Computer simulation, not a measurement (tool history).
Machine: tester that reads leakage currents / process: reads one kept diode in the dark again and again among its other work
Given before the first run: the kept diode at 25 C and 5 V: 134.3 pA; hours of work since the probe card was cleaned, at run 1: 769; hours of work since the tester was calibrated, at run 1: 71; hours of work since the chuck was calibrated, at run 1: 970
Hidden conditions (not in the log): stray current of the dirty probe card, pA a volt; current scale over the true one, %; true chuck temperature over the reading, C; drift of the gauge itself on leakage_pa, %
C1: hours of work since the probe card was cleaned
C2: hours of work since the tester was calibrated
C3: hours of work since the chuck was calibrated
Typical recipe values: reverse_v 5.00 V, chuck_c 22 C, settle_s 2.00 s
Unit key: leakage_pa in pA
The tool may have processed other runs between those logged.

run 1 hour=0.0 | reverse_v=5.00 chuck_c=22 settle_s=2.00 | C1=769 C2=71 C3=970 | leakage_pa=103.10
run 2 hour=23.6 | reverse_v=5.00 chuck_c=22 settle_s=2.83 | C1=782 C2=84 C3=983 | leakage_pa=103.12
run 3 hour=53.3 | reverse_v=5.00 chuck_c=22 settle_s=2.83 | C1=799 C2=100 C3=1000 | leakage_pa=103.00
run 4 hour=88.4 | reverse_v=5.00 chuck_c=22 settle_s=5.62 | C1=818 C2=120 C3=1019 | leakage_pa=103.41
run 5 hour=104.2 | reverse_v=5.00 chuck_c=22 settle_s=5.62 | C1=827 C2=129 C3=1028 | leakage_pa=103.93
run 6 hour=127.5 | reverse_v=5.00 chuck_c=22 settle_s=5.62 | C1=840 C2=142 C3=1041 | leakage_pa=103.73
run 7 hour=154.7 | reverse_v=5.00 chuck_c=22 settle_s=1.27 | C1=855 C2=157 C3=1056 | leakage_pa=103.93
run 8 hour=182.8 | reverse_v=5.00 chuck_c=22 settle_s=1.27 | C1=871 C2=172 C3=1072 | leakage_pa=104.24
run 9 hour=199.7 | reverse_v=11.73 chuck_c=27 settle_s=2.00 | C1=880 C2=182 C3=1081 | leakage_pa=241.63
run 10 hour=231.1 | reverse_v=6.54 chuck_c=24 settle_s=1.20 | C1=897 C2=199 C3=1099 | leakage_pa=140.76
run 11 hour=260.6 | reverse_v=6.54 chuck_c=24 settle_s=1.20 | C1=914 C2=216 C3=1115 | leakage_pa=140.34
run 12 hour=275.8 | reverse_v=7.56 chuck_c=20 settle_s=0.37 | C1=922 C2=224 C3=1123 | leakage_pa=112.84

Forecast run 13:
run 13 hour=302.1 | reverse_v=2.67 chuck_c=49 settle_s=6.85 | C1=937 C2=239 C3=1138 | leakage_pa=?

{"run 13": {"leakage_pa": 595.3}}
Minus the tool's unlogged condition, the same run would have read leakage_pa 639.72 pA.

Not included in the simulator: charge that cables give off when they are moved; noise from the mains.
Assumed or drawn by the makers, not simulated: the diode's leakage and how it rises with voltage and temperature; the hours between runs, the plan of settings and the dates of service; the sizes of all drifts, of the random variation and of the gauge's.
